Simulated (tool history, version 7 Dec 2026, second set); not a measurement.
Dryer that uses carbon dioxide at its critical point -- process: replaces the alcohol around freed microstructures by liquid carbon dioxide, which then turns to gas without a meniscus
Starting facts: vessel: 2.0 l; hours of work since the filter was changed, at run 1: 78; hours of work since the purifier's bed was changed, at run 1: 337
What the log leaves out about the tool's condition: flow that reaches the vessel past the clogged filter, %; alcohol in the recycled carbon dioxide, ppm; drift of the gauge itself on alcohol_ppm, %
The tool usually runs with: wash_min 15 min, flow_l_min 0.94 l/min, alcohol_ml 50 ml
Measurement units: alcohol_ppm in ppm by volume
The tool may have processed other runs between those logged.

run,hour,wash_min,flow_l_min,alcohol_ml,hours of work since the filter was changed,hours of work since the purifier's bed was changed,alcohol_ppm
1,0,15,0.94,50,78,337,207
2,31.8,15,0.94,50,89,348,218
3,65.8,24,0.94,50,100,359,81
4,96.2,24,0.94,50,111,369,96
5,114.2,24,0.649,50,117,375,180
6,137.9,24,0.649,50,125,383,183
7,162.4,24,0.649,50,133,391,196
8,178.6,15,0.669,50,138,397,798
9,212.7,15,0.94,50,150,408,249
10,241,15,0.94,30,159,418,190
11,258.9,20,0.94,30,165,424,113
12,295.3,20,0.94,30,177,436,115
13,322.1,20,0.94,30,186,445,121
14,347.2,15,0.94,50,195,453,258
15,385.2,15,0.94,50,207,466,278
16,418.3,15,0.94,50,219,477,282
17,434.4,15,0.94,50,224,483,281
18,458.5,22,0.94,50,232,491,122
19,488.8,11,0.94,64,242,501,991
20,525.1,11,0.94,64,254,513,1001
21,543.5,24,0.94,61,261,519,129
22,560.8,10,1.461,67,266,525,297
# hour 582.4: inlet filter changed
23,586.7,21,0.858,48,1,533,146
24,606.3,15,0.94,86,8,540,315
25,626.8,15,0.94,86,15,547,322
# hour 650: purifier's bed changed
26,650,20,1.315,62,22,0,4
27,681,20,1.315,62,32,10,11
28,718.9,23,0.94,61,45,23,21
29,737.5,18,0.94,61,51,29,66
30,762.8,12,1.274,67,59,38,110
31,795.1,15,1.565,21,70,49,16
32,819,17,0.775,58,78,57,242
33,844.7,17,0.775,58,87,65,257
34,871.7,17,0.752,26,96,74,147
35,905.7,17,0.752,26,107,86,151
36,943.8,17,0.752,26,120,98,163

Forecast each of these 5 alternatives for the next run:
A,980.6,15,1.296,31,132,111,?
B,980.6,15,0.94,50,132,111,?
C,980.6,15,0.94,50,132,111,?
D,980.6,15,0.94,47,132,111,?
E,980.6,19,0.94,50,132,111,?

run,alcohol_ppm
A,47
B,188
C,186
D,170
E,71
Had the tool no hidden state, the same runs would have come out as:
run,alcohol_ppm
A,18
B,122
C,120
D,106
E,34

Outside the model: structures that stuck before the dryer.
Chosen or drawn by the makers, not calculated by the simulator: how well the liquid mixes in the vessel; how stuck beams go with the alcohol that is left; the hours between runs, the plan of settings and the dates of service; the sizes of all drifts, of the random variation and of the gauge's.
